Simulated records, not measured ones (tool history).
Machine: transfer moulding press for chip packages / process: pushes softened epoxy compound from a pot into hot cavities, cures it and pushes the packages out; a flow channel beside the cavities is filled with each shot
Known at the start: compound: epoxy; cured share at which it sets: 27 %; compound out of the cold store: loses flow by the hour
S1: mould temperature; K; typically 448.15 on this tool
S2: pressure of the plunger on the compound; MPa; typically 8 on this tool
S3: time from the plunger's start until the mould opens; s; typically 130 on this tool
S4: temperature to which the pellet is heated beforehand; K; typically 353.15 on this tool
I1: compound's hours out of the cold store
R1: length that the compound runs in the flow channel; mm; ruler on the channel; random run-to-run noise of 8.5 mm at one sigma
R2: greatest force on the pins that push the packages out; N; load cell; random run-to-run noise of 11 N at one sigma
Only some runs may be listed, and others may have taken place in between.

run	hour	S1	S2	S3	S4	I1	R1	R2
1	0	448.15	8	130	353.15	42.4	846	691
# hour 7.1: cavities cleaned with cleaning compound and waxed
2	36.1	455.15	8	130	353.15	39.6	845	555
# hour 72.6: cavities cleaned with cleaning compound and waxed
3	81.6	448.15	8.49	130	353.15	47.9	865	503
# hour 105.5: mould's thermocouples calibrated
# hour 135.6: cavities cleaned with cleaning compound and waxed
4	144.8	448.15	8.49	130	353.15	36	885	509
# hour 185.3: plunger's sealing rings changed
5	190.1	448.15	8.49	130	353.15	43.2	918	694
# hour 200.7: cavities cleaned with cleaning compound and waxed
6	239.2	441.15	8	130	353.15	14.3	979	894
# hour 261.7: cavities cleaned with cleaning compound and waxed
7	275.9	449.15	8	130	353.15	43.3	875	533
# hour 323.9: cavities cleaned with cleaning compound and waxed
8	324	449.15	6.6	130	353.15	41.2	803	488
9	352.7	449.15	6.6	130	353.15	43.9	794	626
# hour 389.9: cavities cleaned with cleaning compound and waxed
10	392.6	448.15	8	130	353.15	12.1	957	503
11	441.7	448.15	8	130	353.15	13.8	956	706
# hour 453.3: cavities cleaned with cleaning compound and waxed
12	491.9	444.15	8	130	353.15	31.4	898	705
# hour 516.8: cavities cleaned with cleaning compound and waxed
13	524.3	441.15	8	130	353.15	30.4	902	719
14	554.6	441.15	8	130	353.15	42.9	874	826
# hour 580.4: cavities cleaned with cleaning compound and waxed
15	592.3	452.15	7.02	142	353.15	19	848	490
16	628.7	452.15	7.8	116	343.15	19.6	886	685
# hour 641.4: cavities cleaned with cleaning compound and waxed
17	685.7	452.15	7.8	116	343.15	20.7	889	656
# hour 706.1: cavities cleaned with cleaning compound and waxed
# hour 718.2: plunger's sealing rings changed
18	745.5	452.15	7.8	116	343.15	19.9	948	613
# hour 769.6: cavities cleaned with cleaning compound and waxed
19	781.6	452.15	9.19	116	350.15	29.7	984	521
# hour 835.6: cavities cleaned with cleaning compound and waxed
20	845.8	442.15	7.38	130	353.15	42.8	858	643
# hour 900.7: cavities cleaned with cleaning compound and waxed
21	904.7	448.15	8.17	111	353.15	22.6	957	591
22	943	445.15	7.3	120	347.15	18.1	916	793
# hour 965.4: cavities cleaned with cleaning compound and waxed
23	973.2	445.15	7.3	120	347.15	39.5	840	603
24	1008.4	445.15	7.3	120	354.15	39	849	764
# hour 1017.8: mould's thermocouples calibrated
# hour 1029.6: cavities cleaned with cleaning compound and waxed
25	1072.7	445.15	7.3	120	354.15	25.5	881	849
# hour 1094.4: cavities cleaned with cleaning compound and waxed
26	1108.1	448.15	8	150	349.15	13.4	935	512
27	1153.1	445.15	8	150	353.15	32.9	883	668

Alternative continuations, all from the tool just after run 27; predict every row:
# hour 1158.4: cavities cleaned with cleaning compound and waxed
A	1208.2	445.15	8	146	353.15	17.5	?	?
# hour 1158.4: cavities cleaned with cleaning compound and waxed
B	1208.2	444.15	8	150	355.15	45.9	?	?
# hour 1158.4: cavities cleaned with cleaning compound and waxed
C	1208.2	448.15	8	130	355.15	40.5	?	?
# hour 1158.4: cavities cleaned with cleaning compound and waxed
D	1208.2	445.15	9.62	146	357.15	19.6	?	?

run	R1	R2
A	922	667
B	857	637
C	856	674
D	997	659
With no hidden state in the tool, these same runs would have given:
run	R1	R2
A	982	475
B	911	452
C	911	479
D	1061	467
